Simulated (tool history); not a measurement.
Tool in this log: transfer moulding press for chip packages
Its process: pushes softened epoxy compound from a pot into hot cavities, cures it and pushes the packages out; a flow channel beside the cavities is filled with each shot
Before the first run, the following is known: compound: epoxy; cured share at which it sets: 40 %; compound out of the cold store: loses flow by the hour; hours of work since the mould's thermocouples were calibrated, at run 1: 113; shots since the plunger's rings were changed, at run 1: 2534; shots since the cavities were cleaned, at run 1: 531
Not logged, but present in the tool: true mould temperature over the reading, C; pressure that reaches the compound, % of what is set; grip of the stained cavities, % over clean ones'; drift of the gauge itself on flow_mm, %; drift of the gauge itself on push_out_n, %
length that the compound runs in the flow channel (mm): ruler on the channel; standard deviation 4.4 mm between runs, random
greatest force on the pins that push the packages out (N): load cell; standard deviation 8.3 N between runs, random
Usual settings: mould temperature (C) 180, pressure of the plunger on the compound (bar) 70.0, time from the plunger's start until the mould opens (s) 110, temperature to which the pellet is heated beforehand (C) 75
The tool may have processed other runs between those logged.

run,hour,mould temperature (C),pressure of the plunger on the compound (bar),time from the plunger's start until the mould opens (s),temperature to which the pellet is heated beforehand (C),hours of work since the mould's thermocouples were calibrated,shots since the plunger's rings were changed,shots since the cavities were cleaned,incoming compound's hours out of the cold store,length that the compound runs in the flow channel (mm),greatest force on the pins that push the packages out (N)
1,0.0,180,70.0,110,75,113,2534,531,26.1,566,607
# hour 8.1: cavities cleaned with cleaning compound and waxed
2,33.6,180,70.0,110,71,136,2906,295,14.3,591,511
# hour 61.7: cavities cleaned with cleaning compound and waxed
3,61.7,180,70.0,110,71,155,3213,0,13.0,591,374
4,96.9,173,70.0,110,75,180,3620,407,24.3,566,818
# hour 114.6: cavities cleaned with cleaning compound and waxed
5,119.7,173,70.0,110,75,195,3867,60,12.9,602,675
6,141.3,180,70.0,110,82,211,4116,309,44.0,507,506
7,156.0,180,70.0,110,82,221,4287,480,26.0,554,583
# hour 168.4: cavities cleaned with cleaning compound and waxed
8,184.3,180,70.0,110,82,241,4596,184,18.6,575,471
# hour 198.1: plunger's sealing rings changed
9,218.9,180,70.0,110,82,264,240,555,44.2,526,554
# hour 224.2: cavities cleaned with cleaning compound and waxed
10,255.0,180,64.2,110,75,288,641,356,18.5,573,545
# hour 277.2: cavities cleaned with cleaning compound and waxed
11,278.8,180,64.2,110,75,304,899,19,24.4,549,374
12,300.9,180,64.2,110,75,320,1155,275,45.4,493,496
# hour 328.0: mould's thermocouples calibrated
# hour 331.6: cavities cleaned with cleaning compound and waxed
13,333.0,185,68.4,110,75,3,1485,16,32.5,534,325
14,368.0,180,73.3,97,75,28,1890,421,29.5,570,683
# hour 385.7: cavities cleaned with cleaning compound and waxed
15,395.5,185,67.5,96,73,46,2191,114,39.8,508,411
16,421.4,185,67.5,139,83,65,2490,413,28.1,546,410
# hour 438.7: cavities cleaned with cleaning compound and waxed
17,455.9,184,60.8,110,82,88,2872,199,21.3,534,419
18,476.1,184,60.8,110,82,103,3105,432,18.0,536,454
# hour 492.2: cavities cleaned with cleaning compound and waxed
19,510.8,182,70.0,110,78,127,3490,216,19.3,577,429
20,526.0,180,68.0,110,75,137,3665,391,34.2,522,499

Measured minus without-hidden-state, run by run (identical run-to-run variation in each term; gauge scatter may differ):
run,length that the compound runs in the flow channel (mm),greatest force on the pins that push the packages out (N)
1,-18,+195
2,-20,+120
3,-23,-5
4,-25,+230
5,-28,+55
6,-25,+131
7,-28,+186
8,-32,+85
9,-2,+183
10,-4,+146
11,-6,+2
12,-6,+115
13,-9,+7
14,-12,+195
15,-12,+49
16,-15,+124
17,-17,+80
18,-18,+139
19,-23,+88
20,-21,+142
